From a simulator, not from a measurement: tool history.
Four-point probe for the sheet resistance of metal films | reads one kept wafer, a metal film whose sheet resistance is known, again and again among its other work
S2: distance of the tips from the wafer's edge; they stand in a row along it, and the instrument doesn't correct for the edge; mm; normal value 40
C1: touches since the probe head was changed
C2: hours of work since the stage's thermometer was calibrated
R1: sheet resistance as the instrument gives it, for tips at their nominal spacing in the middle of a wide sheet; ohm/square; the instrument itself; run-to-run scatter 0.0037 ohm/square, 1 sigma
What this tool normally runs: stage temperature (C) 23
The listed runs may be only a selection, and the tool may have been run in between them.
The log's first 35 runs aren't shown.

Run 36, hour 2745.2: usual settings but stage temperature (C) 32, S2 29 mm; C1 36749; C2 430. Result: R1 18.824762 ohm/square.
Run 37, hour 2843.3: usual settings but stage temperature (C) 32, S2 10 mm; C1 39885; C2 502. Result: R1 18.920934 ohm/square.
Run 38, hour 2914.5: usual settings but stage temperature (C) 29, S2 4 mm; C1 42162; C2 554. Result: R1 19.392337 ohm/square.
Run 39, hour 2980.4: usual settings but stage temperature (C) 19, S2 6 mm; C1 44269; C2 602. Result: R1 18.923392 ohm/square.
Run 40, hour 3068.4: usual settings but stage temperature (C) 19, S2 6 mm; C1 47083; C2 666. Result: R1 18.928069 ohm/square.
Run 41, hour 3157.2: usual settings but S2 61 mm; C1 49922; C2 731. Result: R1 18.706913 ohm/square.
Run 42, hour 3201.5: usual settings but stage temperature (C) 24, S2 18 mm; C1 51338; C2 764. Result: R1 18.748285 ohm/square.
Run 43, hour 3298: usual settings but stage temperature (C) 33, S2 19 mm; C1 54424; C2 834. Result: R1 18.860081 ohm/square.
Run 44, hour 3373.9: usual settings but stage temperature (C) 22, S2 17 mm; C1 56851; C2 890. Result: R1 18.721024 ohm/square.
Run 45, hour 3421.2: usual settings but stage temperature (C) 29, S2 3 mm; C1 58363; C2 924. Result: R1 19.836893 ohm/square.

Alternative continuations, all from the tool just after run 45; predict every row:
Run A, hour 3518.2: usual settings but stage temperature (C) 21, S2 3 mm; C1 61465; C2 995. Result: R1 ?.
Run B, hour 3518.2: usual settings but stage temperature (C) 34, S2 8 mm; C1 61465; C2 995. Result: R1 ?.
Run C, hour 3518.2: usual settings but S2 4 mm; C1 61465; C2 995. Result: R1 ?.
Run D, hour 3518.2: usual settings but S2 7 mm; C1 61465; C2 995. Result: R1 ?.

run         R1
  A  19.719847
  B  18.997819
  C  19.309633
  D   18.90804
Without the tool's hidden state the same runs would have given:
run         R1
  A  19.722715
  B   19.00062
  C  19.312451
  D  18.910806
